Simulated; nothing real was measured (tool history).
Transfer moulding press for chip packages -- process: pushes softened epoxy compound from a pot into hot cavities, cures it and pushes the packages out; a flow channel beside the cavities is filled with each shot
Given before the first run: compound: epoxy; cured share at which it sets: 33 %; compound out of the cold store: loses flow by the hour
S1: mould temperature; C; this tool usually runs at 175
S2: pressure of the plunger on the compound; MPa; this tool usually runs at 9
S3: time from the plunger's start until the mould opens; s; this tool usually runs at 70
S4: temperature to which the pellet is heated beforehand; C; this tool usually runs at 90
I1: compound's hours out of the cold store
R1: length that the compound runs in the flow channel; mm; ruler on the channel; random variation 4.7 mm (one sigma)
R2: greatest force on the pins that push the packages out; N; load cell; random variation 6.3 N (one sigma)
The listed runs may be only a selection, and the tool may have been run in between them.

run 1 hour=0 | S1=175 S2=9 S3=70 S4=90 | I1=35.7 | R1=758 R2=372
run 2 hour=47.8 | S1=175 S2=9 S3=70 S4=90 | I1=36.3 | R1=743 R2=402
-- hour=65 cavities cleaned with cleaning compound and waxed
run 3 hour=97.8 | S1=175 S2=9 S3=70 S4=90 | I1=15.2 | R1=784 R2=358
run 4 hour=148 | S1=175 S2=9 S3=70 S4=90 | I1=41.8 | R1=718 R2=410
-- hour=175.2 cavities cleaned with cleaning compound and waxed
run 5 hour=186.1 | S1=175 S2=7.68 S3=70 S4=90 | I1=10.2 | R1=718 R2=297
run 6 hour=222.2 | S1=175 S2=7.68 S3=70 S4=90 | I1=16.2 | R1=706 R2=381
run 7 hour=257.5 | S1=181 S2=9 S3=70 S4=90 | I1=21.3 | R1=727 R2=325
-- hour=286 cavities cleaned with cleaning compound and waxed
run 8 hour=289.2 | S1=175 S2=9 S3=70 S4=90 | I1=26.9 | R1=722 R2=265
run 9 hour=343.9 | S1=175 S2=9 S3=70 S4=90 | I1=13.4 | R1=756 R2=372
run 10 hour=368.3 | S1=175 S2=9 S3=70 S4=90 | I1=10.4 | R1=746 R2=402
-- hour=392.3 plunger's sealing rings changed
-- hour=397.2 cavities cleaned with cleaning compound and waxed
run 11 hour=419.2 | S1=171 S2=9 S3=70 S4=90 | I1=42.6 | R1=758 R2=404
run 12 hour=449 | S1=171 S2=9 S3=70 S4=90 | I1=11.6 | R1=814 R2=490
run 13 hour=485.2 | S1=171 S2=9 S3=70 S4=90 | I1=46.2 | R1=736 R2=503
-- hour=504.4 cavities cleaned with cleaning compound and waxed
run 14 hour=541.6 | S1=171 S2=9 S3=70 S4=96 | I1=42.3 | R1=746 R2=453
run 15 hour=565.1 | S1=171 S2=9 S3=70 S4=96 | I1=38.6 | R1=740 R2=482
-- hour=571.5 mould's thermocouples calibrated
-- hour=615.5 cavities cleaned with cleaning compound and waxed
run 16 hour=625.4 | S1=173 S2=8.61 S3=92 S4=90 | I1=15.1 | R1=766 R2=233
run 17 hour=671.6 | S1=173 S2=8.61 S3=92 S4=90 | I1=28.7 | R1=722 R2=309
run 18 hour=716.7 | S1=181 S2=7.01 S3=84 S4=84 | I1=8.9 | R1=674 R2=311
-- hour=722.3 cavities cleaned with cleaning compound and waxed
run 19 hour=742.3 | S1=175 S2=9 S3=79 S4=90 | I1=24.4 | R1=738 R2=269
-- hour=759.5 mould's thermocouples calibrated, once more
run 20 hour=778.6 | S1=175 S2=9 S3=79 S4=90 | I1=30.9 | R1=725 R2=338
run 21 hour=824 | S1=170 S2=9.63 S3=91 S4=92 | I1=32.1 | R1=747 R2=367
-- hour=833 cavities cleaned with cleaning compound and waxed
run 22 hour=853.2 | S1=175 S2=9 S3=70 S4=82 | I1=39.1 | R1=695 R2=320
-- hour=858.8 plunger's sealing rings changed
run 23 hour=884.7 | S1=175 S2=9 S3=70 S4=82 | I1=26.6 | R1=778 R2=398
-- hour=942.4 cavities cleaned with cleaning compound and waxed
run 24 hour=942.4 | S1=175 S2=9 S3=70 S4=82 | I1=8.4 | R1=807 R2=265
run 25 hour=988 | S1=175 S2=9 S3=54 S4=80 | I1=24.5 | R1=768 R2=687
run 26 hour=1025.8 | S1=176 S2=8 S3=51 S4=80 | I1=21.6 | R1=736 R2=797
-- hour=1050.9 cavities cleaned with cleaning compound and waxed
run 27 hour=1080 | S1=176 S2=8 S3=51 S4=80 | I1=35.8 | R1=685 R2=657
run 28 hour=1127.2 | S1=176 S2=8 S3=51 S4=80 | I1=17 | R1=720 R2=790

Alternative continuations, all from the tool just after run 28; predict every row:
-- hour=1161.8 cavities cleaned with cleaning compound and waxed
run A hour=1169.3 | S1=175 S2=9 S3=70 S4=87 | I1=47.4 | R1=? R2=?
-- hour=1161.8 cavities cleaned with cleaning compound and waxed
run B hour=1169.3 | S1=175 S2=9 S3=82 S4=90 | I1=37.5 | R1=? R2=?
-- hour=1161.8 cavities cleaned with cleaning compound and waxed
run C hour=1169.3 | S1=172 S2=7.68 S3=51 S4=94 | I1=28.2 | R1=? R2=?
-- hour=1161.8 cavities cleaned with cleaning compound and waxed
run D hour=1169.3 | S1=175 S2=7.91 S3=50 S4=80 | I1=35.2 | R1=? R2=?

run=A R1=700 R2=275
run=B R1=721 R2=237
run=C R1=690 R2=671
run=D R1=678 R2=605
Take away the tool's hidden state, keep each run's random variation, and the runs would have read:
run=A R1=741 R2=242
run=B R1=763 R2=210
run=C R1=731 R2=591
run=D R1=718 R2=532
